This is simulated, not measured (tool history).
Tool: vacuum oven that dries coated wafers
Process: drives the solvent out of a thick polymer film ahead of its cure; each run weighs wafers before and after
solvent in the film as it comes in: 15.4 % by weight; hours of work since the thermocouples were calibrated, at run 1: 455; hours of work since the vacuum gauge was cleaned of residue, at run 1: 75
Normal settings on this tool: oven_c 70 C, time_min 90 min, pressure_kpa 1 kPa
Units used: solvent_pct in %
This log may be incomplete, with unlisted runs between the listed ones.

run   hour  oven_c  time_min  pressure_kpa  hours of work since the thermocouples were calibrated  hours of work since the vacuum gauge was cleaned of residue  solvent_pct
  1      0      70        90             1                                                    455                                                           75         0.98
  2   22.2      70        91             1                                                    470                                                           89         0.96
  3   36.1      70        91             1                                                    479                                                           98         0.91
  4   56.3      70        91             1                                                    492                                                          111         1.06
  5     69      70        91             1                                                    500                                                          120          0.9
  6   88.7      70        91             1                                                    513                                                          133         0.86
  7  111.8      58        91             1                                                    528                                                          148         3.49
  8  124.4      58        91             1                                                    537                                                          156          3.5
  9  142.2      70        71             1                                                    548                                                          168         1.37
 10  164.5      70        71             1                                                    563                                                          182         1.41
 11  183.3      70       107             1                                                    575                                                          194         0.74
 12  193.5      68        90             1                                                    582                                                          201         1.24
 13  214.7      68        90             1                                                    596                                                          215         1.37
 14  232.9      70       126             1                                                    608                                                          227         0.75
 15  244.4      70       126             1                                                    615                                                          234          0.7
 16  259.7      70       126             1                                                    625                                                          244         0.59
 17  276.8      70        88             1                                                    636                                                          255         1.09
 18  288.2      70        90          2.78                                                    644                                                          263         1.74
 19  309.4      70        90             1                                                    658                                                          277         0.97
 20  330.2      70        90             1                                                    671                                                          290         0.85
 21  349.9      70        90             1                                                    684                                                          303         0.88
 22  362.2      70        90             1                                                    692                                                          311          0.9
 23  378.1      70        46             1                                                    702                                                          322         2.77
 24  397.6      70        46             1                                                    715                                                          334         2.77
 25  414.4      70        46             1                                                    726                                                          345         2.68
 26  426.7      67        97          1.68                                                    734                                                          353         1.51
 27  449.7      80        69             1                                                    749                                                          368         0.51
 28  465.9      80        69             1                                                    760                                                          379         0.47
 29  487.5      80        97          2.49                                                    774                                                          393         0.82
 30  501.7      70        90          3.48                                                    783                                                          402         2.21
 31  512.2      70       161          0.74                                                    790                                                          409         0.42
 32  531.4      70       161          0.74                                                    802                                                          422          0.5
 33  547.4      70       161          0.74                                                    813                                                          432         0.39
 34  560.2      80        66           1.8                                                    821                                                          441         0.83
 35  577.4      56       129          1.01                                                    832                                                          452          2.7
 36  599.8      56       129          1.01                                                    847                                                          466         2.69
 37  611.1      81        92           2.1                                                    855                                                          474         0.68
 38    629      81        92          1.17                                                    866                                                          485         0.45
 39  647.6      61       118          1.03                                                    878                                                          498         1.87
 40  668.6      61       118          1.03                                                    892                                                          511         1.78
 41  679.9      61       118          1.03                                                    899                                                          519         1.81
 42  697.2      65       111          2.32                                                    911                                                          530         1.95
 43  712.1      65       111          2.32                                                    920                                                          540         1.92
 44  727.5      65       111          2.32                                                    931                                                          550         1.97
 45  744.3      65       122          0.92                                                    941                                                          561         1.08
 46  757.8      84        90          1.95                                                    950                                                          570         0.66
 47  780.3      59        57          3.33                                                    965                                                          584         6.32

Below are 4 alternative next runs, each starting from the tool's condition after run 47. Predict each:
  A  798.1      66        57          1.83                                                    977                                                          596            ?
  B  798.1      59        57          1.78                                                    977                                                          596            ?
  C  798.1      59        57          0.63                                                    977                                                          596            ?
  D  798.1      75       161          3.33                                                    977                                                          596            ?

run  solvent_pct
  A         3.21
  B          5.4
  C         4.81
  D         1.28
What these runs would have given with no unlogged condition in the tool:
run  solvent_pct
  A         3.48
  B         5.72
  C         5.11
  D         1.25

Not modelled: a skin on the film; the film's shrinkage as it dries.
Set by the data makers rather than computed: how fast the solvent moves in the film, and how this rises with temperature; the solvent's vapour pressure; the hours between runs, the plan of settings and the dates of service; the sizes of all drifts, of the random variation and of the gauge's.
